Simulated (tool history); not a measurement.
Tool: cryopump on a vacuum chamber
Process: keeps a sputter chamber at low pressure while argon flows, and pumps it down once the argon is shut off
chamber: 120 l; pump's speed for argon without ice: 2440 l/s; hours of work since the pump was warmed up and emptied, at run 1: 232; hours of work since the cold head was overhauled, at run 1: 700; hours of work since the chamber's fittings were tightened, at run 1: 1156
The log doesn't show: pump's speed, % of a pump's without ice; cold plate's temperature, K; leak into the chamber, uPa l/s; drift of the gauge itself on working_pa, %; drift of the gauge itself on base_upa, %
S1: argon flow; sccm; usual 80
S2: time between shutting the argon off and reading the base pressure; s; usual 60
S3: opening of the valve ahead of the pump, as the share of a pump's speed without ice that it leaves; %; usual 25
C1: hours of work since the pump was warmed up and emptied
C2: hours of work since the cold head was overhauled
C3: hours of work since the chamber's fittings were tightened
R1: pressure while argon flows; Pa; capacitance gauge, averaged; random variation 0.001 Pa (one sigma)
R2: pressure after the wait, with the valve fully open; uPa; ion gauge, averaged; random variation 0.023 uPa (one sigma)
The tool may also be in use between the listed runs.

Run 1, hour 0: usual settings; C1 232; C2 700; C3 1156. Result: R1 0.2331 Pa, R2 1.52 uPa.
Run 2, hour 15.2: usual settings but S3 59 %; C1 243; C2 711; C3 1166. Result: R1 0.104 Pa, R2 1.55 uPa.
Run 3, hour 35: usual settings but S3 59 %; C1 257; C2 725; C3 1180. Result: R1 0.106 Pa, R2 1.51 uPa.
Run 4, hour 66.9: usual settings but S3 59 %; C1 279; C2 748; C3 1203. Result: R1 0.1055 Pa, R2 1.56 uPa.
Run 5, hour 96.9: usual settings but S3 59 %; C1 300; C2 769; C3 1224. Result: R1 0.1072 Pa, R2 1.6 uPa.
Run 6, hour 122: usual settings but S2 103 s; C1 318; C2 786; C3 1242. Result: R1 0.2364 Pa, R2 1.29 uPa.
Run 7, hour 150.4: usual settings but S1 45 sccm, S2 23 s; C1 338; C2 806; C3 1262. Result: R1 0.1332 Pa, R2 2.61 uPa.
Run 8, hour 173.6: usual settings but S1 56 sccm, S2 34 s, S3 21 %; C1 355; C2 823; C3 1278. Result: R1 0.1965 Pa, R2 2.13 uPa.
Run 9, hour 208.5: usual settings but S1 56 sccm, S2 34 s, S3 21 %; C1 379; C2 847; C3 1303. Result: R1 0.1965 Pa, R2 2.17 uPa.
Run 10, hour 240: usual settings but S3 32 %; C1 401; C2 870; C3 1325. Result: R1 0.1923 Pa, R2 1.67 uPa.
Run 11, hour 260.4: usual settings but S3 32 %; C1 416; C2 884; C3 1339. Result: R1 0.1933 Pa, R2 1.73 uPa.
At hour 289.7: pump warmed up, emptied and cooled again.
Run 12, hour 291.5: usual settings but S1 51 sccm, S2 256 s, S3 22 %; C1 1; C2 902; C3 1358. Result: R1 0.1605 Pa, R2 0.98 uPa.

5 ways to go on from here, each from the tool as it stands after run 12. What would each give?
Run A, hour 326.8: usual settings but S1 67 sccm, S2 257 s, S3 31 %; C1 26; C2 927; C3 1383. Result: R1 ?, R2 ?.
Run B, hour 326.8: usual settings but S1 66 sccm, S2 256 s, S3 47 %; C1 26; C2 927; C3 1383. Result: R1 ?, R2 ?.
Run C, hour 326.8: usual settings but S1 86 sccm, S3 15 %; C1 26; C2 927; C3 1383. Result: R1 ?, R2 ?.
Run D, hour 326.8: usual settings but S1 51 sccm, S2 256 s, S3 33 %; C1 26; C2 927; C3 1383. Result: R1 ?, R2 ?.
Run E, hour 326.8: usual settings but S1 44 sccm, S2 256 s, S3 22 %; C1 26; C2 927; C3 1383. Result: R1 ?, R2 ?.

run      R1    R2
  A  0.1504  0.97
  B  0.0993  0.94
  C  0.3993  1.53
  D  0.1072     1
  E  0.1391     1
Without the tool's hidden state the same runs would have given:
run      R1    R2
  A  0.1491  0.28
  B   0.098  0.25
  C  0.3976  0.81
  D  0.1063  0.28
  E  0.1382   0.3

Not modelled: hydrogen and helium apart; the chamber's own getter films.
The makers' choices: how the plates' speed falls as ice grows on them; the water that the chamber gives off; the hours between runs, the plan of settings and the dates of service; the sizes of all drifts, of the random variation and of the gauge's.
